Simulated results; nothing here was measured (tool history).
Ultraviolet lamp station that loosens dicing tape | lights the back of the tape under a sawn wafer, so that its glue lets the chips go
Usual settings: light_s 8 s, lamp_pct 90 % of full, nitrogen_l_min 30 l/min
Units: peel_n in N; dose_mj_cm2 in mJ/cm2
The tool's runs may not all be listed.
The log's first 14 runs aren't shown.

-- hour=371.4 window cleaned of glue's vapour, once more
run 15 hour=399.3 | light_s=8 lamp_pct=90 nitrogen_l_min=21 | peel_n=0.565 dose_mj_cm2=273
run 16 hour=422.2 | light_s=8 lamp_pct=90 nitrogen_l_min=21 | peel_n=0.574 dose_mj_cm2=273
run 17 hour=459.6 | light_s=8 lamp_pct=90 nitrogen_l_min=21 | peel_n=0.558 dose_mj_cm2=262
run 18 hour=476.9 | light_s=7 lamp_pct=90 nitrogen_l_min=30 | peel_n=0.644 dose_mj_cm2=231
run 19 hour=498.3 | light_s=8 lamp_pct=70 nitrogen_l_min=15 | peel_n=1.050 dose_mj_cm2=205
run 20 hour=520.2 | light_s=8 lamp_pct=70 nitrogen_l_min=15 | peel_n=0.982 dose_mj_cm2=202
run 21 hour=557.8 | light_s=4 lamp_pct=92 nitrogen_l_min=39 | peel_n=1.381 dose_mj_cm2=132
run 22 hour=589.0 | light_s=4 lamp_pct=92 nitrogen_l_min=39 | peel_n=1.363 dose_mj_cm2=130
run 23 hour=606.6 | light_s=6 lamp_pct=90 nitrogen_l_min=52 | peel_n=0.785 dose_mj_cm2=182
run 24 hour=639.7 | light_s=8 lamp_pct=79 nitrogen_l_min=30 | peel_n=0.761 dose_mj_cm2=214
run 25 hour=679.8 | light_s=8 lamp_pct=79 nitrogen_l_min=30 | peel_n=0.744 dose_mj_cm2=208
run 26 hour=710.9 | light_s=8 lamp_pct=65 nitrogen_l_min=17 | peel_n=1.223 dose_mj_cm2=171
run 27 hour=736.9 | light_s=14 lamp_pct=88 nitrogen_l_min=30 | peel_n=0.225 dose_mj_cm2=392
-- hour=751.3 window cleaned of glue's vapour
run 28 hour=756.4 | light_s=14 lamp_pct=88 nitrogen_l_min=30 | peel_n=0.184 dose_mj_cm2=453
run 29 hour=792.2 | light_s=14 lamp_pct=88 nitrogen_l_min=30 | peel_n=0.185 dose_mj_cm2=436
run 30 hour=825.3 | light_s=14 lamp_pct=88 nitrogen_l_min=30 | peel_n=0.194 dose_mj_cm2=426
run 31 hour=861.5 | light_s=10 lamp_pct=78 nitrogen_l_min=24 | peel_n=0.532 dose_mj_cm2=272
run 32 hour=881.2 | light_s=9 lamp_pct=73 nitrogen_l_min=30 | peel_n=0.682 dose_mj_cm2=226
run 33 hour=916.9 | light_s=9 lamp_pct=64 nitrogen_l_min=13 | peel_n=1.159 dose_mj_cm2=196
run 34 hour=942.6 | light_s=9 lamp_pct=76 nitrogen_l_min=17 | peel_n=0.849 dose_mj_cm2=228
run 35 hour=976.8 | light_s=9 lamp_pct=76 nitrogen_l_min=17 | peel_n=0.893 dose_mj_cm2=220

Forecast each of these 3 alternatives for the next run:
run A hour=1013.1 | light_s=8 lamp_pct=67 nitrogen_l_min=40 | peel_n=? dose_mj_cm2=?
run B hour=1013.1 | light_s=12 lamp_pct=90 nitrogen_l_min=30 | peel_n=? dose_mj_cm2=?
run C hour=1013.1 | light_s=6 lamp_pct=86 nitrogen_l_min=17 | peel_n=? dose_mj_cm2=?

run=A peel_n=0.956 dose_mj_cm2=167
run=B peel_n=0.300 dose_mj_cm2=341
run=C peel_n=1.276 dose_mj_cm2=166
Without the tool's hidden state the same runs would have given:
run=A peel_n=0.526 dose_mj_cm2=241
run=B peel_n=0.152 dose_mj_cm2=491
run=C peel_n=0.780 dose_mj_cm2=238
